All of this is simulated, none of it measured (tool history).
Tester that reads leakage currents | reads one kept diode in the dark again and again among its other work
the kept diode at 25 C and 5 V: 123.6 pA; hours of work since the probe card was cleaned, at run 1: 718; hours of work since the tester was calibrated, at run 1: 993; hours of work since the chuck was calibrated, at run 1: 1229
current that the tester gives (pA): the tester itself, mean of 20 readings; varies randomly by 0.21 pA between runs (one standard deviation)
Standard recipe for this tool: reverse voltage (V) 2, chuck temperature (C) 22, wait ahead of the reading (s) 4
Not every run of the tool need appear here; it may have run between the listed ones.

run    hour  reverse voltage (V)  chuck temperature (C)  wait ahead of the reading (s)  hours of work since the probe card was cleaned  hours of work since the tester was calibrated  hours of work since the chuck was calibrated  current that the tester gives (pA)
  1       0                    2                     22                              4                                             718                                            993                                          1229                               70.18
  2    45.2                    2                     22                              4                                             738                                           1014                                          1249                               70.39
  3    89.2                    2                     22                              4                                             758                                           1034                                          1269                                70.2
  4   137.5                    2                     22                              4                                             780                                           1055                                          1291                               70.37
  5   173.6                    2                     22                              4                                             796                                           1072                                          1307                               70.67
  6   202.9                 8.11                     22                              4                                             810                                           1085                                          1320                              118.89
  7   232.4                 2.95                     22                              4                                             823                                           1098                                          1334                               81.48
  8     259                    2                     34                              4                                             835                                           1110                                          1346                              207.64
  9   288.6                    2                     22                           1.55                                             848                                           1124                                          1359                               70.77
 10   309.3                    2                     22                           1.55                                             858                                           1133                                          1368                               70.86
 11   357.5                    2                     22                           9.87                                             879                                           1155                                          1390                               70.51
 12   396.3                    2                     22                           9.87                                             897                                           1172                                          1408                               70.65
 13   424.4                    2                     22                           9.87                                             910                                           1185                                          1420                                70.7
 14   468.5                    2                     22                           9.87                                             929                                           1205                                          1440                                70.7
 15   515.3                    2                     22                           9.87                                             951                                           1226                                          1461                               71.01
 16   558.9                18.98                     22                              4                                             970                                           1246                                          1481                              168.73
 17   589.7                 1.12                     43                              4                                             984                                           1259                                          1495                               359.8
 18   633.9                 5.41                     30                              4                                            1004                                           1279                                          1515                              210.31
 19     683                 7.81                     60                              4                                            1026                                           1302                                          1537                             2734.61
 20   716.2                 7.81                     60                              4                                            1041                                           1317                                          1552                             2746.09
 21     758                 7.81                     26                           0.46                                            1060                                           1335                                          1571                              173.05
 22   784.7                 1.85                     59                           0.33                                            1072                                           1347                                          1583                             1516.88
 23   823.3                 9.74                     22                              4                                            1090                                           1365                                          1600                              130.56
 24   865.2                 3.02                     22                              4                                            1108                                           1384                                          1619                               83.31
 25   903.9                 1.23                     22                              4                                            1126                                           1401                                          1637                               59.87
 26   932.5                19.93                     56                              4                                            1139                                           1414                                          1650                             2842.31
 27     956                    2                     40                              4                                            1149                                           1425                                          1660                              348.52
 28     984                 1.18                     22                              4                                            1162                                           1437                                          1673                               58.78
 29  1014.2                 1.18                     22                              4                                            1176                                           1451                                          1686                               59.13
 30  1049.3                 3.63                     22                           9.72                                            1192                                           1467                                          1702                               90.23
 31  1074.2                 3.63                     22                           9.72                                            1203                                           1478                                          1714                               89.65
 32    1120                 8.41                     32                           4.03                                            1223                                           1499                                          1734                              298.77

Branching from run 32: 5 alternative next runs. What would each branch give?
  A  1147.2                 2.68                     54                           5.88                                            1236                                           1511                                          1746                                   ?
  B  1147.2                    2                     30                              4                                            1236                                           1511                                          1746                                   ?
  C  1147.2                 8.41                     25                           4.97                                            1236                                           1511                                          1746                                   ?
  D  1147.2                 4.48                     27                           4.03                                            1236                                           1511                                          1746                                   ?
  E  1147.2                 8.09                     22                           2.12                                            1236                                           1511                                          1746                                   ?

run  current that the tester gives (pA)
  A                             1185.94
  B                               148.2
  C                              162.26
  D                              152.61
  E                              122.94
The same runs, with their run-to-run variation unchanged, on a tool lacking any hidden condition would have given:
run  current that the tester gives (pA)
  A                             1148.58
  B                              141.22
  C                              149.02
  D                               143.2
  E                              111.34
